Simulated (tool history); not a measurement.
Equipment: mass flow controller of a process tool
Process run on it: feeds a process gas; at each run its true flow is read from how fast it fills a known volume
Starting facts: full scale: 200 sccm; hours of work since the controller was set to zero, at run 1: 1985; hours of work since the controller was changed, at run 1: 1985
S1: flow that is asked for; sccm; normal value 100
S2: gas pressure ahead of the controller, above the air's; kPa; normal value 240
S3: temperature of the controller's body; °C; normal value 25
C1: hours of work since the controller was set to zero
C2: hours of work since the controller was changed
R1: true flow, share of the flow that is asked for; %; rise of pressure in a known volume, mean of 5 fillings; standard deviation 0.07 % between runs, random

| run | hour | S1 | S2 | S3 | C1 | C2 | R1 |
|---|---|---|---|---|---|---|---|
| 1 | 0 | 100 | 240 | 25 | 1985 | 1985 | 98.51 |
| 2 | 334.4 | 100 | 240 | 25 | 2176 | 2176 | 98.47 |
| 3 | 588 | 100 | 240 | 31 | 2321 | 2321 | 98.28 |
| 4 | 758.4 | 100 | 240 | 25 | 2419 | 2419 | 98.57 |
| 5 | 1040.9 | 100 | 240 | 25 | 2581 | 2581 | 98.53 |
| 6 | 1366.2 | 100 | 240 | 25 | 2767 | 2767 | 98.52 |
| 7 | 1598.9 | 100 | 240 | 25 | 2900 | 2900 | 98.58 |
| 8 | 1872.6 | 100 | 240 | 25 | 3057 | 3057 | 98.54 |
| 9 | 2035 | 100 | 240 | 25 | 3150 | 3150 | 98.64 |
| 10 | 2261.8 | 100 | 240 | 25 | 3280 | 3280 | 98.59 |
| 11 | 2428 | 100 | 240 | 25 | 3375 | 3375 | 98.67 |
| 12 | 2627.5 | 100 | 240 | 25 | 3489 | 3489 | 98.54 |
| 13 | 2868.4 | 100 | 240 | 25 | 3627 | 3627 | 98.71 |
| 14 | 3119.2 | 100 | 240 | 25 | 3771 | 3771 | 98.66 |
| 15 | 3280.7 | 100 | 240 | 25 | 3863 | 3863 | 98.75 |
| 16 | 3431.5 | 100 | 240 | 25 | 3950 | 3950 | 98.63 |
| 17 | 3786.3 | 100 | 240 | 25 | 4153 | 4153 | 98.67 |
| 18 | 4059.5 | 32 | 240 | 25 | 4309 | 4309 | 94.67 |
| 19 | 4415.1 | 32 | 240 | 25 | 4513 | 4513 | 94.48 |
| 20 | 4596.7 | 32 | 240 | 25 | 4617 | 4617 | 94.3 |
| 21 | 4763.5 | 32 | 240 | 25 | 4713 | 4713 | 94.48 |
| 22 | 4939.7 | 134 | 143 | 20 | 4813 | 4813 | 100.09 |
| 23 | 5263.8 | 52 | 266 | 28 | 4999 | 4999 | 96.27 |
| 24 | 5431.3 | 140 | 191 | 29 | 5095 | 5095 | 99.76 |
| 25 | 5745.5 | 140 | 191 | 29 | 5275 | 5275 | 99.81 |
| 26 | 5931.3 | 60 | 155 | 39 | 5381 | 5381 | 96.52 |
| 27 | 6172.8 | 37 | 240 | 25 | 5520 | 5520 | 94.69 |
| 28 | 6383.8 | 155 | 248 | 26 | 5641 | 5641 | 100.11 |
| 29 | 6560.4 | 102 | 263 | 26 | 5742 | 5742 | 98.68 |
| 30 | 6886.9 | 102 | 263 | 26 | 5929 | 5929 | 98.63 |
| 31 | 7182.2 | 38 | 168 | 25 | 6098 | 6098 | 94.92 |
| 32 | 7432.1 | 171 | 168 | 27 | 6241 | 6241 | 100.63 |

Results for each run, recomputed without the tool's hidden state and with each run's random variation untouched:
Hidden state at play: flow at rest that the sensor doesn't see, % of full scale; true flow over the shown one, %; drift of the gauge itself on true_pct, %.
| run | R1 |
|---|---|
| 1 | 98.56 |
| 2 | 98.51 |
| 3 | 98.31 |
| 4 | 98.6 |
| 5 | 98.55 |
| 6 | 98.53 |
| 7 | 98.58 |
| 8 | 98.54 |
| 9 | 98.63 |
| 10 | 98.57 |
| 11 | 98.65 |
| 12 | 98.51 |
| 13 | 98.67 |
| 14 | 98.61 |
| 15 | 98.7 |
| 16 | 98.58 |
| 17 | 98.61 |
| 18 | 97.72 |
| 19 | 97.65 |
| 20 | 97.53 |
| 21 | 97.78 |
| 22 | 99.57 |
| 23 | 97.71 |
| 24 | 99.15 |
| 25 | 99.16 |
| 26 | 97.59 |
| 27 | 97.72 |
| 28 | 99.29 |
| 29 | 98.49 |
| 30 | 98.42 |
| 31 | 98.07 |
| 32 | 99.57 |
